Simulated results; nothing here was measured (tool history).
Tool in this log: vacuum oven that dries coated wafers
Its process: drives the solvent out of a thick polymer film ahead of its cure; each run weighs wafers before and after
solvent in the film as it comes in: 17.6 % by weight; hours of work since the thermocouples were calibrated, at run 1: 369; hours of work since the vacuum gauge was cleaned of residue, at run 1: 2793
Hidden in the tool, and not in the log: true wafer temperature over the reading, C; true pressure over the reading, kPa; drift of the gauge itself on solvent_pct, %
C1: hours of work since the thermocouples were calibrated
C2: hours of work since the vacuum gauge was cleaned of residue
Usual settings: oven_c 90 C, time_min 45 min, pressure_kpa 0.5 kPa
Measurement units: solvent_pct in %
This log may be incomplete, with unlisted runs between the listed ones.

run 1 hour=0 | oven_c=90 time_min=45 pressure_kpa=0.5 | C1=369 C2=2793 | solvent_pct=2.75
run 2 hour=93.3 | oven_c=90 time_min=45 pressure_kpa=0.5 | C1=433 C2=2858 | solvent_pct=2.75
run 3 hour=207.4 | oven_c=90 time_min=45 pressure_kpa=0.5 | C1=512 C2=2936 | solvent_pct=2.75
run 4 hour=335.4 | oven_c=90 time_min=45 pressure_kpa=1.493 | C1=600 C2=3025 | solvent_pct=3.49
run 5 hour=447.7 | oven_c=90 time_min=45 pressure_kpa=1.493 | C1=678 C2=3102 | solvent_pct=3.52
run 6 hour=503.1 | oven_c=90 time_min=46 pressure_kpa=0.5 | C1=716 C2=3141 | solvent_pct=2.62
run 7 hour=601.6 | oven_c=90 time_min=46 pressure_kpa=0.5 | C1=784 C2=3208 | solvent_pct=2.72
run 8 hour=714.2 | oven_c=90 time_min=45 pressure_kpa=1.485 | C1=862 C2=3286 | solvent_pct=3.49
run 9 hour=782.2 | oven_c=90 time_min=45 pressure_kpa=0.5 | C1=909 C2=3333 | solvent_pct=2.66
-- hour=889.8 vacuum gauge cleaned of residue and calibrated
run 10 hour=889.8 | oven_c=90 time_min=45 pressure_kpa=0.5 | C1=982 C2=0 | solvent_pct=1.69
run 11 hour=998.5 | oven_c=90 time_min=45 pressure_kpa=0.5 | C1=1057 C2=75 | solvent_pct=1.68
-- hour=1085.6 oven's thermocouples calibrated
run 12 hour=1120.3 | oven_c=90 time_min=45 pressure_kpa=0.5 | C1=24 C2=158 | solvent_pct=2.08
run 13 hour=1173.4 | oven_c=90 time_min=45 pressure_kpa=0.326 | C1=61 C2=194 | solvent_pct=1.93
run 14 hour=1242.1 | oven_c=82 time_min=43 pressure_kpa=1.059 | C1=108 C2=242 | solvent_pct=4.68

Run 15 has not been measured yet. What should we expect?
run 15 hour=1312.9 | oven_c=78 time_min=46 pressure_kpa=0.488 | C1=157 C2=291 | solvent_pct=?

Logged for run 15: solvent_pct 4.89 %.
Minus the tool's unlogged condition, the same run would have read solvent_pct 4.71 %.
